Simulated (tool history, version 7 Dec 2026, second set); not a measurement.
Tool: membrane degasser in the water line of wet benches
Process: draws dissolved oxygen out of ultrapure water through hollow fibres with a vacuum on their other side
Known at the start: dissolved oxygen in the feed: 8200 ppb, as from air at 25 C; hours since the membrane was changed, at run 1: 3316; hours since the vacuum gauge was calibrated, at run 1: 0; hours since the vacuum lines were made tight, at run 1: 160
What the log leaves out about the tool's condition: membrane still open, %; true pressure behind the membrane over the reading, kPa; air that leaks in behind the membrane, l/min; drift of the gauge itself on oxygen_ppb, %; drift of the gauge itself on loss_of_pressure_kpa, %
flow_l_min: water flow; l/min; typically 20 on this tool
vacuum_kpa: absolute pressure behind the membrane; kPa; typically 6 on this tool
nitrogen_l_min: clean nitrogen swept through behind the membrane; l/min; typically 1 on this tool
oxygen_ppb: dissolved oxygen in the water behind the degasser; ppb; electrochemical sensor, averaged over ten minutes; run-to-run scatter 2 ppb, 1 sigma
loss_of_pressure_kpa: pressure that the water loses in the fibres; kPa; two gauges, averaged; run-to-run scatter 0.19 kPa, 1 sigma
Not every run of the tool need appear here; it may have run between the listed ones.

run   hour  flow_l_min  vacuum_kpa  nitrogen_l_min  hours since the membrane was changed  hours since the vacuum gauge was calibrated  hours since the vacuum lines were made tight  oxygen_ppb  loss_of_pressure_kpa
  1      0          20           6               1                                  3316                                            0                                           160       207.8                 38.48
  2  130.6          20           6               1                                  3446                                          131                                           290       207.8                 38.77
  3  274.1          20           6               1                                  3590                                          274                                           434       203.9                 38.33
  4  372.9          20           6               1                                  3689                                          373                                           533       207.8                 38.57
  5  486.2          20           6               1                                  3802                                          486                                           646       211.6                 38.72
  6  564.6          20           6               1                                  3880                                          565                                           724       206.8                  38.5
  7  689.5          20           6            1.17                                  4005                                          690                                           849       192.6                 38.76
  8  778.6          20           6            1.17                                  4094                                          779                                           938       197.2                 38.46
  9  893.5          14           9            0.79                                  4209                                          894                                          1053       263.6                 27.28

Run 10 comes next. What will it give?
 10  1005.3          20        9.82            0.74                                  4321                                         1005                                          1165           ?                     ?

Run 10 yielded oxygen_ppb 457.6 ppb, loss_of_pressure_kpa 38.65 kPa.
Without the tool's hidden state the same run would have given oxygen_ppb 439.6 ppb, loss_of_pressure_kpa 37.28 kPa.
